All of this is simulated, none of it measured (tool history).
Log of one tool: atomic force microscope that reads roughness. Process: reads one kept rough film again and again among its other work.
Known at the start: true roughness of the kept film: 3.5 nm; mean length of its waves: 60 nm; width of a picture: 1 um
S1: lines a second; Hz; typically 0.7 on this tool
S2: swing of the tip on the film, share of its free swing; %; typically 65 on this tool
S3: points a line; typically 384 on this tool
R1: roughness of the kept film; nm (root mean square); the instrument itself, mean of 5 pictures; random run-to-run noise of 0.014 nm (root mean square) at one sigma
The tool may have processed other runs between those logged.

{"run": 1, "hour": 0.0, "S1": 0.7, "S2": 65, "S3": 384, "R1": 3.269}
{"run": 2, "hour": 16.4, "S1": 0.512, "S2": 65, "S3": 384, "R1": 3.251}
{"run": 3, "hour": 38.2, "S1": 0.512, "S2": 65, "S3": 297, "R1": 3.252}
{"run": 4, "hour": 71.9, "S1": 0.512, "S2": 65, "S3": 297, "R1": 3.261}
{"run": 5, "hour": 86.3, "S1": 0.512, "S2": 72, "S3": 297, "R1": 3.222}
{"run": 6, "hour": 117.9, "S1": 0.7, "S2": 65, "S3": 384, "R1": 3.192}
{"run": 7, "hour": 150.2, "S1": 0.7, "S2": 73, "S3": 384, "R1": 3.15}
{"hour": 162.2, "done": "new tip fitted"}
{"run": 8, "hour": 168.1, "S1": 0.7, "S2": 65, "S3": 384, "R1": 3.336}
{"run": 9, "hour": 191.7, "S1": 0.7, "S2": 65, "S3": 384, "R1": 3.321}
{"run": 10, "hour": 220.2, "S1": 0.7, "S2": 65, "S3": 384, "R1": 3.3}
{"run": 11, "hour": 235.5, "S1": 0.7, "S2": 73, "S3": 384, "R1": 3.239}
{"hour": 238.3, "done": "height scale calibrated on a step standard"}
{"run": 12, "hour": 262.0, "S1": 0.7, "S2": 73, "S3": 384, "R1": 3.231}
{"run": 13, "hour": 280.2, "S1": 0.7, "S2": 74, "S3": 384, "R1": 3.219}
{"run": 14, "hour": 302.0, "S1": 0.7, "S2": 70, "S3": 384, "R1": 3.224}
{"run": 15, "hour": 324.4, "S1": 0.7, "S2": 70, "S3": 384, "R1": 3.218}
{"run": 16, "hour": 359.8, "S1": 0.7, "S2": 70, "S3": 384, "R1": 3.208}
{"run": 17, "hour": 394.6, "S1": 0.7, "S2": 70, "S3": 384, "R1": 3.183}
{"run": 18, "hour": 410.5, "S1": 0.7, "S2": 70, "S3": 384, "R1": 3.177}
{"hour": 413.6, "done": "height scale calibrated on a step standard, once more"}
{"run": 19, "hour": 441.4, "S1": 2.722, "S2": 70, "S3": 384, "R1": 2.956}
{"hour": 446.0, "done": "new tip fitted"}
{"run": 20, "hour": 475.6, "S1": 0.7, "S2": 65, "S3": 384, "R1": 3.309}
{"run": 21, "hour": 496.2, "S1": 0.7, "S2": 65, "S3": 451, "R1": 3.317}
{"run": 22, "hour": 514.7, "S1": 0.558, "S2": 62, "S3": 451, "R1": 3.346}
{"run": 23, "hour": 537.6, "S1": 0.558, "S2": 62, "S3": 451, "R1": 3.354}
{"run": 24, "hour": 554.4, "S1": 1.735, "S2": 62, "S3": 571, "R1": 3.207}
{"run": 25, "hour": 578.1, "S1": 1.735, "S2": 62, "S3": 571, "R1": 3.203}
{"run": 26, "hour": 605.3, "S1": 1.152, "S2": 66, "S3": 702, "R1": 3.212}
{"run": 27, "hour": 626.3, "S1": 3.312, "S2": 65, "S3": 384, "R1": 3.017}
{"run": 28, "hour": 658.3, "S1": 0.657, "S2": 65, "S3": 384, "R1": 3.228}
{"run": 29, "hour": 687.3, "S1": 0.657, "S2": 65, "S3": 384, "R1": 3.243}
{"run": 30, "hour": 704.3, "S1": 2.915, "S2": 63, "S3": 542, "R1": 3.059}
{"run": 31, "hour": 722.7, "S1": 2.824, "S2": 79, "S3": 542, "R1": 2.761}
{"hour": 728.5, "done": "new tip fitted"}
{"run": 32, "hour": 748.7, "S1": 2.824, "S2": 79, "S3": 542, "R1": 2.894}
{"run": 33, "hour": 770.3, "S1": 0.798, "S2": 74, "S3": 314, "R1": 3.26}
{"run": 34, "hour": 802.5, "S1": 0.7, "S2": 78, "S3": 384, "R1": 3.225}
{"run": 35, "hour": 820.0, "S1": 1.147, "S2": 63, "S3": 288, "R1": 3.267}
{"run": 36, "hour": 846.5, "S1": 1.347, "S2": 84, "S3": 495, "R1": 3.034}
{"run": 37, "hour": 865.9, "S1": 0.703, "S2": 89, "S3": 384, "R1": 3.102}
{"run": 38, "hour": 895.1, "S1": 0.721, "S2": 63, "S3": 266, "R1": 3.224}

For run 39, what comes out?
{"run": 39, "hour": 919.3, "S1": 1.101, "S2": 65, "S3": 384, "R1": "?"}

Run 39 gave R1 3.196 nm (root mean square).
If the tool had no hidden condition, the same run with the same run-to-run variation would have returned R1 3.315 nm (root mean square).

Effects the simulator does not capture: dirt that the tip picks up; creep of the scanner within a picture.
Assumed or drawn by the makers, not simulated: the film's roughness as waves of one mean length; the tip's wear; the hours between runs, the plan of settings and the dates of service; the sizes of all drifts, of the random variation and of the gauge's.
